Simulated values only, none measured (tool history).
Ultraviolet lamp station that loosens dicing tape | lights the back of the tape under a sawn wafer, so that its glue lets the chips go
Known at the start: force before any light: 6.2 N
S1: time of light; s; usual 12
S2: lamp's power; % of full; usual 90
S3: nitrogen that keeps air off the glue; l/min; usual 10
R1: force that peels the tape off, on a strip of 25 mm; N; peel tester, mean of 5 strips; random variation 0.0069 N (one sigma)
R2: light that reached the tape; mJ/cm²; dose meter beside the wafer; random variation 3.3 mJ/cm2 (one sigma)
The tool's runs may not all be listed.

{"run": 1, "hour": 0.0, "S1": 12, "S2": 90, "S3": 10, "R1": 0.254, "R2": 485}
{"run": 2, "hour": 13.0, "S1": 12, "S2": 90, "S3": 14, "R1": 0.239, "R2": 483}
{"run": 3, "hour": 29.7, "S1": 8, "S2": 90, "S3": 14, "R1": 0.362, "R2": 328}
{"run": 4, "hour": 50.6, "S1": 8, "S2": 90, "S3": 14, "R1": 0.352, "R2": 323}
{"run": 5, "hour": 69.0, "S1": 12, "S2": 90, "S3": 7, "R1": 0.284, "R2": 481}
{"run": 6, "hour": 83.8, "S1": 12, "S2": 90, "S3": 7, "R1": 0.302, "R2": 479}
{"run": 7, "hour": 96.3, "S1": 12, "S2": 90, "S3": 7, "R1": 0.302, "R2": 478}
{"run": 8, "hour": 110.4, "S1": 12, "S2": 71, "S3": 10, "R1": 0.327, "R2": 382}
{"run": 9, "hour": 122.5, "S1": 12, "S2": 90, "S3": 10, "R1": 0.247, "R2": 476}
{"hour": 124.3, "done": "window cleaned of glue's vapour"}
{"run": 10, "hour": 132.4, "S1": 12, "S2": 90, "S3": 10, "R1": 0.259, "R2": 466}
{"run": 11, "hour": 148.2, "S1": 10, "S2": 64, "S3": 11, "R1": 0.56, "R2": 275}
{"run": 12, "hour": 166.4, "S1": 10, "S2": 66, "S3": 4, "R1": 1.018, "R2": 281}
{"run": 13, "hour": 182.3, "S1": 8, "S2": 65, "S3": 3, "R1": 1.719, "R2": 225}
{"run": 14, "hour": 196.3, "S1": 8, "S2": 65, "S3": 3, "R1": 1.661, "R2": 218}

The next listed run, before its measurement:
{"run": 15, "hour": 216.2, "S1": 17, "S2": 90, "S3": 10, "R1": "?", "R2": "?"}

{"run 15": {"R1": 0.206, "R2": 647}}
Without the tool's hidden state the same run would have given R1 0.201 N, R2 746 mJ/cm².

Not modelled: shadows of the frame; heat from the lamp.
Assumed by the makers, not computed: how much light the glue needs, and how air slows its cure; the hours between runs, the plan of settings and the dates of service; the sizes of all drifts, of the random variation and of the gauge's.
